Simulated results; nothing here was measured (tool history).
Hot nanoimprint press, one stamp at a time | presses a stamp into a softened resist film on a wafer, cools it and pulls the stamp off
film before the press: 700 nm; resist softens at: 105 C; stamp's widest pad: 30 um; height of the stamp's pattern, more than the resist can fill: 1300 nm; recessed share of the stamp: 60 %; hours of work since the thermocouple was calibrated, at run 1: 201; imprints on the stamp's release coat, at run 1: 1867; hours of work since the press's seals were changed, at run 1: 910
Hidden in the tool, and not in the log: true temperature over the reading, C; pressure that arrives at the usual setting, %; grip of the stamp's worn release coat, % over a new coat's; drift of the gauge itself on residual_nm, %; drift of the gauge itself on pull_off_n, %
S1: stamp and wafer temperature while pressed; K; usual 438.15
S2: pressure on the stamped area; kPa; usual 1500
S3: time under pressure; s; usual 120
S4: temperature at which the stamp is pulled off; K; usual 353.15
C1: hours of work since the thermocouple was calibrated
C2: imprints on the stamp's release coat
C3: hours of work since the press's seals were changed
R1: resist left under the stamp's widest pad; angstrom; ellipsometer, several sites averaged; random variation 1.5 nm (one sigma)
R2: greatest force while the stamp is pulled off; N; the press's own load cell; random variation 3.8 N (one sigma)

{"run": 1, "hour": 0.0, "S1": 438.15, "S2": 1500, "S3": 120, "S4": 353.15, "C1": 201, "C2": 1867, "C3": 910, "R1": 3363, "R2": 277}
{"hour": 15.5, "done": "press's hydraulic seals changed and the load cell set to zero"}
{"hour": 46.7, "done": "stamp cleaned and given a new release coat"}
{"run": 2, "hour": 66.0, "S1": 438.15, "S2": 1500, "S3": 120, "S4": 353.15, "C1": 223, "C2": 34, "C3": 19, "R1": 3278, "R2": 182}
{"run": 3, "hour": 129.5, "S1": 438.15, "S2": 1500, "S3": 120, "S4": 353.15, "C1": 249, "C2": 145, "C3": 45, "R1": 3269, "R2": 188}
{"run": 4, "hour": 200.0, "S1": 438.15, "S2": 1500, "S3": 120, "S4": 353.15, "C1": 279, "C2": 268, "C3": 75, "R1": 3248, "R2": 200}
{"run": 5, "hour": 267.3, "S1": 438.15, "S2": 1500, "S3": 120, "S4": 353.15, "C1": 307, "C2": 386, "C3": 103, "R1": 3264, "R2": 199}
{"run": 6, "hour": 342.3, "S1": 440.15, "S2": 1500, "S3": 120, "S4": 353.15, "C1": 338, "C2": 517, "C3": 135, "R1": 2879, "R2": 207}
{"run": 7, "hour": 430.7, "S1": 440.15, "S2": 1500, "S3": 120, "S4": 353.15, "C1": 375, "C2": 672, "C3": 172, "R1": 2872, "R2": 216}
{"hour": 440.6, "done": "plate thermocouple calibrated"}
{"run": 8, "hour": 507.5, "S1": 438.15, "S2": 1500, "S3": 120, "S4": 344.15, "C1": 28, "C2": 801, "C3": 203, "R1": 3199, "R2": 264}
{"run": 9, "hour": 582.6, "S1": 438.15, "S2": 1530, "S3": 120, "S4": 344.15, "C1": 60, "C2": 933, "C3": 234, "R1": 3172, "R2": 278}
{"run": 10, "hour": 627.8, "S1": 438.15, "S2": 1530, "S3": 120, "S4": 344.15, "C1": 78, "C2": 1012, "C3": 253, "R1": 3166, "R2": 273}
{"run": 11, "hour": 720.3, "S1": 438.15, "S2": 1530, "S3": 120, "S4": 344.15, "C1": 117, "C2": 1174, "C3": 292, "R1": 3138, "R2": 286}
{"hour": 749.1, "done": "plate thermocouple calibrated, once more"}
{"run": 12, "hour": 816.9, "S1": 438.15, "S2": 1530, "S3": 120, "S4": 344.15, "C1": 28, "C2": 1337, "C3": 331, "R1": 3247, "R2": 303}
{"run": 13, "hour": 889.9, "S1": 438.15, "S2": 1530, "S3": 120, "S4": 344.15, "C1": 59, "C2": 1465, "C3": 362, "R1": 3275, "R2": 311}
{"run": 14, "hour": 969.2, "S1": 438.15, "S2": 1530, "S3": 120, "S4": 344.15, "C1": 92, "C2": 1604, "C3": 395, "R1": 3270, "R2": 303}
{"run": 15, "hour": 1026.9, "S1": 438.15, "S2": 1530, "S3": 120, "S4": 344.15, "C1": 116, "C2": 1705, "C3": 419, "R1": 3270, "R2": 317}
{"run": 16, "hour": 1108.6, "S1": 428.15, "S2": 2220, "S3": 130, "S4": 353.15, "C1": 151, "C2": 1848, "C3": 453, "R1": 4852, "R2": 282}
{"run": 17, "hour": 1148.4, "S1": 442.15, "S2": 2220, "S3": 130, "S4": 353.15, "C1": 167, "C2": 1917, "C3": 470, "R1": 2113, "R2": 283}
{"hour": 1159.4, "done": "stamp cleaned and given a new release coat"}
{"run": 18, "hour": 1242.1, "S1": 442.15, "S2": 2220, "S3": 130, "S4": 353.15, "C1": 204, "C2": 145, "C3": 507, "R1": 2078, "R2": 191}
{"run": 19, "hour": 1301.6, "S1": 442.15, "S2": 1440, "S3": 108, "S4": 358.15, "C1": 229, "C2": 249, "C3": 532, "R1": 2715, "R2": 173}
{"run": 20, "hour": 1382.0, "S1": 438.15, "S2": 1030, "S3": 120, "S4": 340.15, "C1": 263, "C2": 390, "C3": 566, "R1": 3743, "R2": 259}
{"run": 21, "hour": 1429.2, "S1": 447.15, "S2": 1200, "S3": 125, "S4": 354.15, "C1": 283, "C2": 472, "C3": 585, "R1": 2020, "R2": 195}
{"run": 22, "hour": 1514.6, "S1": 447.15, "S2": 1200, "S3": 125, "S4": 354.15, "C1": 319, "C2": 622, "C3": 621, "R1": 2022, "R2": 202}
{"run": 23, "hour": 1569.6, "S1": 447.15, "S2": 1200, "S3": 125, "S4": 354.15, "C1": 342, "C2": 718, "C3": 644, "R1": 2014, "R2": 205}
{"hour": 1664.3, "done": "plate thermocouple calibrated"}
{"run": 24, "hour": 1664.5, "S1": 447.15, "S2": 1200, "S3": 125, "S4": 354.15, "C1": 0, "C2": 879, "C3": 683, "R1": 2089, "R2": 226}
{"run": 25, "hour": 1730.1, "S1": 447.15, "S2": 1200, "S3": 125, "S4": 354.15, "C1": 28, "C2": 994, "C3": 710, "R1": 2089, "R2": 228}
{"run": 26, "hour": 1768.4, "S1": 427.15, "S2": 1500, "S3": 193, "S4": 353.15, "C1": 44, "C2": 1061, "C3": 726, "R1": 5188, "R2": 237}
{"run": 27, "hour": 1824.2, "S1": 427.15, "S2": 1500, "S3": 193, "S4": 353.15, "C1": 67, "C2": 1158, "C3": 750, "R1": 5166, "R2": 244}

The next listed run, before its measurement:
{"run": 28, "hour": 1904.9, "S1": 438.15, "S2": 1500, "S3": 73, "S4": 347.15, "C1": 101, "C2": 1300, "C3": 784, "R1": "?", "R2": "?"}

{"run 28": {"R1": 4024, "R2": 280}}
Without the tool's hidden state the same run would have given R1 3968 angstrom, R2 205 N.
